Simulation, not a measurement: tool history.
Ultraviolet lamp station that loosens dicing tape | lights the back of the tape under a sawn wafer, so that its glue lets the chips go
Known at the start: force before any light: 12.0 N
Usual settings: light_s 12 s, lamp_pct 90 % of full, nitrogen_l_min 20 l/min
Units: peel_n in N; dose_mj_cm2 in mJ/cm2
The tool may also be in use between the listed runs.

{"run": 1, "day": 0.0, "light_s": 12, "lamp_pct": 90, "nitrogen_l_min": 20, "peel_n": 0.223, "dose_mj_cm2": 645}
{"run": 2, "day": 2.133, "light_s": 8, "lamp_pct": 90, "nitrogen_l_min": 20, "peel_n": 0.711, "dose_mj_cm2": 438}
{"run": 3, "day": 4.817, "light_s": 8, "lamp_pct": 90, "nitrogen_l_min": 20, "peel_n": 0.679, "dose_mj_cm2": 434}
{"day": 5.75, "done": "window cleaned of glue's vapour"}
{"run": 4, "day": 6.833, "light_s": 8, "lamp_pct": 90, "nitrogen_l_min": 20, "peel_n": 0.681, "dose_mj_cm2": 435}
{"run": 5, "day": 9.429, "light_s": 12, "lamp_pct": 90, "nitrogen_l_min": 20, "peel_n": 0.234, "dose_mj_cm2": 648}
{"run": 6, "day": 11.054, "light_s": 12, "lamp_pct": 94, "nitrogen_l_min": 20, "peel_n": 0.2, "dose_mj_cm2": 683}
{"run": 7, "day": 13.021, "light_s": 12, "lamp_pct": 94, "nitrogen_l_min": 20, "peel_n": 0.199, "dose_mj_cm2": 685}
{"run": 8, "day": 16.054, "light_s": 12, "lamp_pct": 94, "nitrogen_l_min": 7, "peel_n": 0.487, "dose_mj_cm2": 672}
{"run": 9, "day": 19.292, "light_s": 12, "lamp_pct": 94, "nitrogen_l_min": 7, "peel_n": 0.512, "dose_mj_cm2": 675}
{"run": 10, "day": 22.388, "light_s": 7, "lamp_pct": 94, "nitrogen_l_min": 7, "peel_n": 1.792, "dose_mj_cm2": 387}
{"run": 11, "day": 25.308, "light_s": 7, "lamp_pct": 94, "nitrogen_l_min": 7, "peel_n": 1.727, "dose_mj_cm2": 390}
{"run": 12, "day": 27.183, "light_s": 12, "lamp_pct": 90, "nitrogen_l_min": 20, "peel_n": 0.228, "dose_mj_cm2": 648}
{"run": 13, "day": 28.671, "light_s": 12, "lamp_pct": 90, "nitrogen_l_min": 13, "peel_n": 0.325, "dose_mj_cm2": 644}
{"run": 14, "day": 31.121, "light_s": 12, "lamp_pct": 90, "nitrogen_l_min": 20, "peel_n": 0.23, "dose_mj_cm2": 640}
{"run": 15, "day": 32.575, "light_s": 12, "lamp_pct": 69, "nitrogen_l_min": 20, "peel_n": 0.475, "dose_mj_cm2": 494}
{"run": 16, "day": 34.933, "light_s": 12, "lamp_pct": 90, "nitrogen_l_min": 20, "peel_n": 0.226, "dose_mj_cm2": 640}
{"run": 17, "day": 37.15, "light_s": 12, "lamp_pct": 90, "nitrogen_l_min": 28, "peel_n": 0.18, "dose_mj_cm2": 634}
{"run": 18, "day": 38.558, "light_s": 12, "lamp_pct": 90, "nitrogen_l_min": 20, "peel_n": 0.22, "dose_mj_cm2": 648}
{"run": 19, "day": 41.3, "light_s": 12, "lamp_pct": 90, "nitrogen_l_min": 20, "peel_n": 0.224, "dose_mj_cm2": 637}
{"run": 20, "day": 43.208, "light_s": 12, "lamp_pct": 90, "nitrogen_l_min": 20, "peel_n": 0.221, "dose_mj_cm2": 641}
{"run": 21, "day": 46.233, "light_s": 12, "lamp_pct": 90, "nitrogen_l_min": 20, "peel_n": 0.23, "dose_mj_cm2": 646}
{"day": 46.538, "done": "window cleaned of glue's vapour"}
{"run": 22, "day": 47.942, "light_s": 12, "lamp_pct": 90, "nitrogen_l_min": 20, "peel_n": 0.24, "dose_mj_cm2": 639}
{"run": 23, "day": 49.529, "light_s": 12, "lamp_pct": 80, "nitrogen_l_min": 18, "peel_n": 0.343, "dose_mj_cm2": 570}
{"run": 24, "day": 51.192, "light_s": 12, "lamp_pct": 80, "nitrogen_l_min": 18, "peel_n": 0.343, "dose_mj_cm2": 561}
{"run": 25, "day": 53.729, "light_s": 10, "lamp_pct": 60, "nitrogen_l_min": 18, "peel_n": 1.122, "dose_mj_cm2": 352}
{"run": 26, "day": 55.746, "light_s": 10, "lamp_pct": 60, "nitrogen_l_min": 26, "peel_n": 0.927, "dose_mj_cm2": 352}
{"run": 27, "day": 58.967, "light_s": 10, "lamp_pct": 60, "nitrogen_l_min": 26, "peel_n": 0.937, "dose_mj_cm2": 349}
{"run": 28, "day": 60.471, "light_s": 10, "lamp_pct": 60, "nitrogen_l_min": 26, "peel_n": 0.928, "dose_mj_cm2": 358}
{"run": 29, "day": 62.604, "light_s": 14, "lamp_pct": 60, "nitrogen_l_min": 24, "peel_n": 0.391, "dose_mj_cm2": 500}
{"run": 30, "day": 64.033, "light_s": 14, "lamp_pct": 60, "nitrogen_l_min": 24, "peel_n": 0.408, "dose_mj_cm2": 500}
{"run": 31, "day": 65.508, "light_s": 14, "lamp_pct": 60, "nitrogen_l_min": 24, "peel_n": 0.384, "dose_mj_cm2": 489}
{"run": 32, "day": 67.304, "light_s": 6, "lamp_pct": 60, "nitrogen_l_min": 24, "peel_n": 2.651, "dose_mj_cm2": 209}
{"day": 69.304, "done": "gauge calibrated"}
{"run": 33, "day": 70.042, "light_s": 6, "lamp_pct": 60, "nitrogen_l_min": 24, "peel_n": 2.495, "dose_mj_cm2": 217}
{"run": 34, "day": 72.154, "light_s": 13, "lamp_pct": 60, "nitrogen_l_min": 20, "peel_n": 0.539, "dose_mj_cm2": 469}
{"run": 35, "day": 73.888, "light_s": 19, "lamp_pct": 90, "nitrogen_l_min": 8, "peel_n": 0.143, "dose_mj_cm2": 1033}
{"run": 36, "day": 75.362, "light_s": 19, "lamp_pct": 90, "nitrogen_l_min": 8, "peel_n": 0.148, "dose_mj_cm2": 1022}
{"run": 37, "day": 78.204, "light_s": 19, "lamp_pct": 65, "nitrogen_l_min": 11, "peel_n": 0.259, "dose_mj_cm2": 748}
{"run": 38, "day": 79.892, "light_s": 19, "lamp_pct": 65, "nitrogen_l_min": 11, "peel_n": 0.266, "dose_mj_cm2": 742}
{"run": 39, "day": 82.925, "light_s": 19, "lamp_pct": 65, "nitrogen_l_min": 11, "peel_n": 0.259, "dose_mj_cm2": 747}
{"run": 40, "day": 84.392, "light_s": 19, "lamp_pct": 65, "nitrogen_l_min": 11, "peel_n": 0.254, "dose_mj_cm2": 740}
{"run": 41, "day": 86.083, "light_s": 19, "lamp_pct": 65, "nitrogen_l_min": 11, "peel_n": 0.258, "dose_mj_cm2": 733}

Forecast each of these 4 alternatives for the next run:
{"day": 87.45, "done": "window cleaned of glue's vapour"}
{"run": "A", "day": 87.542, "light_s": 12, "lamp_pct": 61, "nitrogen_l_min": 11, "peel_n": "?", "dose_mj_cm2": "?"}
{"day": 87.45, "done": "window cleaned of glue's vapour"}
{"run": "B", "day": 87.542, "light_s": 12, "lamp_pct": 75, "nitrogen_l_min": 31, "peel_n": "?", "dose_mj_cm2": "?"}
{"day": 87.45, "done": "window cleaned of glue's vapour"}
{"run": "C", "day": 87.542, "light_s": 24, "lamp_pct": 90, "nitrogen_l_min": 16, "peel_n": "?", "dose_mj_cm2": "?"}
{"day": 87.45, "done": "window cleaned of glue's vapour"}
{"run": "D", "day": 87.542, "light_s": 12, "lamp_pct": 90, "nitrogen_l_min": 14, "peel_n": "?", "dose_mj_cm2": "?"}

run=A peel_n=1.027 dose_mj_cm2=437
run=B peel_n=0.286 dose_mj_cm2=540
run=C peel_n=0.097 dose_mj_cm2=1292
run=D peel_n=0.308 dose_mj_cm2=655
Without the tool's hidden state the same runs would have given:
run=A peel_n=1.023 dose_mj_cm2=441
run=B peel_n=0.285 dose_mj_cm2=546
run=C peel_n=0.097 dose_mj_cm2=1305
run=D peel_n=0.306 dose_mj_cm2=661
